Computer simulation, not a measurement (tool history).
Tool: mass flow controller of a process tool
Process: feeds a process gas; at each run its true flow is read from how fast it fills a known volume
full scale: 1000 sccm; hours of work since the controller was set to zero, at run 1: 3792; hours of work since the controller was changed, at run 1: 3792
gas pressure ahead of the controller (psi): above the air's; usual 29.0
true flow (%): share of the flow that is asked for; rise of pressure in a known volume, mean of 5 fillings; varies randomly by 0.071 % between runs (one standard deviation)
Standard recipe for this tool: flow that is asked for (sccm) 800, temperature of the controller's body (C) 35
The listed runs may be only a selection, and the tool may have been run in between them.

run    hour  flow that is asked for (sccm)  gas pressure ahead of the controller (psi)  temperature of the controller's body (C)  hours of work since the controller was set to zero  hours of work since the controller was changed  true flow (%)
  1     0.0                            800                                        29.0                                        35                                                3792                                            3792         100.75
  2   174.0                            800                                        29.0                                        35                                                3895                                            3895         100.82
  3   412.7                            800                                        29.0                                        35                                                4037                                            4037         100.67
  4   703.2                            800                                        29.0                                        35                                                4208                                            4208         100.70
  5   918.5                            800                                        29.0                                        25                                                4336                                            4336          99.39
     1033.1  -- controller's zero set anew
  6  1166.3                            800                                        29.0                                        25                                                  79                                            4482          99.34
  7  1403.5                            800                                        29.0                                        25                                                 219                                            4622          99.19
  8  1555.8                            800                                        29.0                                        25                                                 309                                            4712          99.06
  9  1704.6                            800                                        29.0                                        25                                                 397                                            4800          99.21
 10  1861.1                            800                                        29.0                                        35                                                 490                                            4893         100.17
 11  2100.7                            800                                        30.9                                        23                                                 631                                            5034          98.85
 12  2399.7                            800                                        30.9                                        23                                                 808                                            5211          98.82
 13  2529.0                            122                                        20.7                                        25                                                 885                                            5288          97.38
 14  2765.0                            106                                        33.8                                        24                                                1024                                            5427          97.65
 15  3012.2                            121                                        27.7                                        24                                                1170                                            5574          97.39
 16  3216.2                            986                                        27.7                                        22                                                1291                                            5694          98.73
 17  3474.3                            986                                        27.7                                        22                                                1444                                            5847          98.61
 18  3756.8                            881                                        27.7                                        25                                                1611                                            6014          98.71
 19  3892.5                            681                                        26.8                                        28                                                1691                                            6094          98.55

Same runs, no hidden state in the tool, same run-to-run variation:
Hidden state at play: flow at rest that the sensor doesn't see, % of full scale; true flow over the shown one, %; drift of the gauge itself on true_pct, %.
run  true flow (%)
  1         100.76
  2         100.87
  3         100.79
  4         100.90
  5          99.64
  6          99.67
  7          99.59
  8          99.50
  9          99.69
 10         100.70
 11          99.44
 12          99.49
 13          98.06
 14          98.38
 15          98.19
 16          99.62
 17          99.58
 18          99.75
 19          99.62
